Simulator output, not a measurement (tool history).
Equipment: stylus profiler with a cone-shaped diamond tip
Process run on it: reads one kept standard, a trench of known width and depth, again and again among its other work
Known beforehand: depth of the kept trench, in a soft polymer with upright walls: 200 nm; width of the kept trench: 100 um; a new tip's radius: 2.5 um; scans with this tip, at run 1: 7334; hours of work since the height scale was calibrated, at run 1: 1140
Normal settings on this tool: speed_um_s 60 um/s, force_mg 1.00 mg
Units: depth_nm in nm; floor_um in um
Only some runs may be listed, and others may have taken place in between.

| run | hour | speed_um_s | force_mg | scans with this tip | hours of work since the height scale was calibrated | depth_nm | floor_um |
|---|---|---|---|---|---|---|---|
| 1 | 0.0 | 60 | 1.00 | 7334 | 1140 | 202.37 | 96.87 |
| 2 | 36.3 | 60 | 1.00 | 7427 | 1154 | 202.63 | 96.87 |
| 3 | 76.0 | 60 | 1.00 | 7530 | 1170 | 202.44 | 96.88 |
| 4 | 138.7 | 60 | 1.00 | 7692 | 1195 | 202.52 | 96.88 |
| 5 | 214.4 | 60 | 1.00 | 7887 | 1226 | 202.61 | 96.93 |
| 6 | 281.5 | 60 | 1.00 | 8060 | 1253 | 202.70 | 96.84 |
| 7 | 348.4 | 60 | 1.00 | 8233 | 1279 | 202.73 | 96.83 |
| 8 | 412.2 | 60 | 1.00 | 8397 | 1305 | 202.79 | 96.77 |
| 9 | 445.7 | 60 | 1.00 | 8484 | 1318 | 202.69 | 96.78 |
| 10 | 480.9 | 60 | 1.00 | 8575 | 1333 | 202.61 | 96.78 |
| 11 | 549.5 | 60 | 1.00 | 8752 | 1360 | 202.99 | 96.84 |
| 12 | 591.8 | 60 | 1.00 | 8861 | 1377 | 202.61 | 96.77 |
| 13 | 658.6 | 60 | 1.00 | 9033 | 1404 | 202.81 | 96.80 |
| 14 | 733.9 | 60 | 1.00 | 9227 | 1434 | 202.69 | 96.79 |
| 15 | 801.8 | 60 | 1.00 | 9402 | 1461 | 202.57 | 96.70 |
| 16 | 843.2 | 60 | 1.00 | 9509 | 1478 | 202.88 | 96.81 |
| 17 | 879.2 | 41 | 1.00 | 9602 | 1492 | 202.85 | 96.96 |
| 18 | 938.0 | 41 | 1.00 | 9754 | 1516 | 202.85 | 96.92 |
| 19 | 983.8 | 60 | 1.00 | 9872 | 1534 | 202.77 | 96.74 |
| 20 | 1032.8 | 60 | 1.00 | 9999 | 1554 | 202.80 | 96.63 |
| 21 | 1095.2 | 60 | 1.00 | 10159 | 1579 | 202.78 | 96.74 |
| 22 | 1164.2 | 60 | 1.00 | 10338 | 1607 | 202.99 | 96.73 |
| 23 | 1212.3 | 74 | 0.59 | 10461 | 1626 | 202.22 | 96.31 |

What will run 24 give?
| 24 | 1277.9 | 74 | 0.59 | 10631 | 1652 | ? | ? |

{"run 24": {"depth_nm": 202.34, "floor_um": 96.32}}
With the hidden condition absent and the run-to-run variation left alone, this run would have shown depth_nm 201.28 nm, floor_um 97.07 um.
